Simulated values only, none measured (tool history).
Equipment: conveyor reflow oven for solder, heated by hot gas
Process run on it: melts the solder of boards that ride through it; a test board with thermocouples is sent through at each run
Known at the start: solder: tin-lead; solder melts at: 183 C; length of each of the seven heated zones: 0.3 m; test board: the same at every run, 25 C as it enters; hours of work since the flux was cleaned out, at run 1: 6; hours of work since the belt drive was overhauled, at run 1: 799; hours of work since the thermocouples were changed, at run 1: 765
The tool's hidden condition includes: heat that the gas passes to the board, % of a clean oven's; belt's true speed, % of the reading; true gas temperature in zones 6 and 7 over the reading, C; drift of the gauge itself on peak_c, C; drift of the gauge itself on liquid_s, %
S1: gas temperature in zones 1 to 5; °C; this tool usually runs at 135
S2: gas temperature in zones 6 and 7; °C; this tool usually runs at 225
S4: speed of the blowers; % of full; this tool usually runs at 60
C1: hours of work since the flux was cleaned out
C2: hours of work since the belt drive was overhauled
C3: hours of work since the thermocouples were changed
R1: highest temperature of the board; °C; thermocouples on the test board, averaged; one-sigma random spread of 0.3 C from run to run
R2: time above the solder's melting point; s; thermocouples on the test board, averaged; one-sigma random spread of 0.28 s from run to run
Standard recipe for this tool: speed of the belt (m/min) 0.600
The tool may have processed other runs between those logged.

run 1 day=0.000 | S1=135 S2=225 speed_of_the_belt_(m/min)=0.600 S4=60 | C1=6 C2=799 C3=765 | R1=204.9 R2=34.9
run 2 day=1.762 | S1=135 S2=225 speed_of_the_belt_(m/min)=0.600 S4=60 | C1=27 C2=820 C3=786 | R1=204.7 R2=34.8
run 3 day=2.996 | S1=135 S2=225 speed_of_the_belt_(m/min)=0.600 S4=60 | C1=42 C2=834 C3=801 | R1=204.4 R2=34.2
run 4 day=4.096 | S1=135 S2=225 speed_of_the_belt_(m/min)=0.600 S4=60 | C1=54 C2=847 C3=814 | R1=204.6 R2=35.0
run 5 day=5.904 | S1=135 S2=225 speed_of_the_belt_(m/min)=0.600 S4=60 | C1=76 C2=869 C3=835 | R1=203.9 R2=34.4
run 6 day=7.542 | S1=135 S2=225 speed_of_the_belt_(m/min)=0.600 S4=60 | C1=95 C2=888 C3=854 | R1=204.3 R2=34.8
run 7 day=8.942 | S1=135 S2=225 speed_of_the_belt_(m/min)=0.600 S4=60 | C1=112 C2=905 C3=871 | R1=203.7 R2=34.4
run 8 day=10.554 | S1=135 S2=225 speed_of_the_belt_(m/min)=0.600 S4=60 | C1=131 C2=924 C3=890 | R1=203.3 R2=34.2
run 9 day=11.583 | S1=135 S2=225 speed_of_the_belt_(m/min)=0.600 S4=60 | C1=143 C2=936 C3=902 | R1=204.0 R2=34.6
-- day=12.992 flux residue cleaned out of gas plates and filters
run 10 day=12.992 | S1=130 S2=214 speed_of_the_belt_(m/min)=0.590 S4=61 | C1=0 C2=950 C3=916 | R1=194.6 R2=23.8

What will run 11 give?
run 11 day=14.062 | S1=122 S2=225 speed_of_the_belt_(m/min)=0.659 S4=60 | C1=13 C2=963 C3=929 | R1=? R2=?

{"run 11": {"R1": 198.6, "R2": 22.1}}
On a tool with no hidden condition, and with the same random variation, this run would have come out at R1 200.6 °C, R2 23.4 s.

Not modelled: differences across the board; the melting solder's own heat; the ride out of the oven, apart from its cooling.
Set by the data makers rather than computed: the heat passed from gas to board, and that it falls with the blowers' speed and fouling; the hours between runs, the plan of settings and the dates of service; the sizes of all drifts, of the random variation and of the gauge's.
